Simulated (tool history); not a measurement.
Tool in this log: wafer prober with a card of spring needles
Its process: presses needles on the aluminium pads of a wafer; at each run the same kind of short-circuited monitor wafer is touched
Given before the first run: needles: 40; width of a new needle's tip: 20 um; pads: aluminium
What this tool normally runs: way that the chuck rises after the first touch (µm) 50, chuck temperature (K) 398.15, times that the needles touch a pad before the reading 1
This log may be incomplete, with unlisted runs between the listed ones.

run	hour	way that the chuck rises after the first touch (µm)	chuck temperature (K)	times that the needles touch a pad before the reading	resistance of one needle with its contact and lead (mohm)	way that a needle slides on the pad (µm)
1	0.0	50	398.15	1	238	12.85
# hour 17.7: tips cleaned on abrasive film
2	24.5	39	398.15	1	233	9.99
# hour 52.6: tips cleaned on abrasive film
3	54.6	39	398.15	1	209	9.95
4	71.0	39	398.15	1	283	9.96
# hour 88.3: tips cleaned on abrasive film
5	89.0	39	398.15	2	191	9.94
6	102.8	39	398.15	2	232	9.89
7	118.7	39	398.15	2	260	9.92
# hour 123.3: tips cleaned on abrasive film
8	141.9	39	398.15	2	241	9.90
# hour 158.3: tips cleaned on abrasive film
9	159.1	39	398.15	2	187	9.92
10	185.0	50	308.15	1	245	12.77
# hour 195.3: tips cleaned on abrasive film
11	207.1	50	398.15	1	227	12.81
# hour 230.2: tips cleaned on abrasive film
12	233.4	50	398.15	1	200	12.80
13	250.3	50	398.15	1	243	12.74
# hour 266.2: tips cleaned on abrasive film
14	277.2	50	398.15	2	206	12.73
15	292.1	50	398.15	2	218	12.73
# hour 303.2: tips cleaned on abrasive film
16	310.7	50	398.15	1	217	12.64
# hour 339.5: tips cleaned on abrasive film
17	339.5	50	398.15	1	188	12.67
18	361.8	50	324.15	1	246	12.69
# hour 376.8: tips cleaned on abrasive film
19	393.3	50	392.15	1	245	12.60
20	407.5	50	392.15	1	261	12.59
# hour 410.7: height of the first contact set anew
# hour 412.3: tips cleaned on abrasive film
21	422.7	50	398.15	2	209	12.18
22	446.8	50	398.15	2	235	12.10
# hour 449.0: tips cleaned on abrasive film
23	467.1	56	398.15	2	209	13.78
# hour 485.1: tips cleaned on abrasive film
# hour 490.3: height of the first contact set anew, once more
24	494.6	48	398.15	2	206	12.82
# hour 521.2: tips cleaned on abrasive film
25	525.9	48	398.15	2	192	12.79
26	543.3	48	398.15	2	222	12.82
# hour 557.0: tips cleaned on abrasive film
27	573.2	48	398.15	2	217	12.80
28	587.4	48	398.15	2	227	12.74
# hour 592.3: tips cleaned on abrasive film
29	615.0	68	378.15	1	206	18.09
# hour 628.0: tips cleaned on abrasive film
30	633.9	42	344.15	1	213	11.09
31	654.0	32	311.15	1	358	8.42
# hour 664.1: tips cleaned on abrasive film
32	680.9	50	319.15	1	232	13.16
# hour 698.9: tips cleaned on abrasive film
33	700.6	50	319.15	1	179	13.21

Difference, measured minus no-hidden-state, one row per run. Run-to-run variation is common to both terms; the gauge's own scatter need not be:
The tool's hidden condition here consists of: debris on the tips, nm; way that the needles fall short of the set height, um; tips' diameter, um; drift of the gauge itself on contact_mohm, %; drift of the gauge itself on scrub_um, %.
run	resistance of one needle with its contact and lead (mohm)	way that a needle slides on the pad (µm)
1	+63	-0.39
2	+54	-0.42
3	+30	-0.45
4	+104	-0.45
5	+12	-0.48
6	+55	-0.47
7	+78	-0.48
8	+63	-0.50
9	+10	-0.53
10	+90	-0.53
11	+51	-0.55
12	+23	-0.58
13	+69	-0.59
14	+31	-0.62
15	+47	-0.61
16	+42	-0.64
17	+12	-0.67
18	+85	-0.67
19	+70	-0.71
20	+86	-0.70
21	+33	-1.13
22	+58	-1.13
23	+35	-1.16
24	+29	+0.00
25	+18	-0.03
26	+45	-0.02
27	+39	-0.05
28	+51	-0.05
29	+42	-0.08
30	+47	-0.10
31	+193	-0.11
32	+70	-0.13
33	+20	-0.15
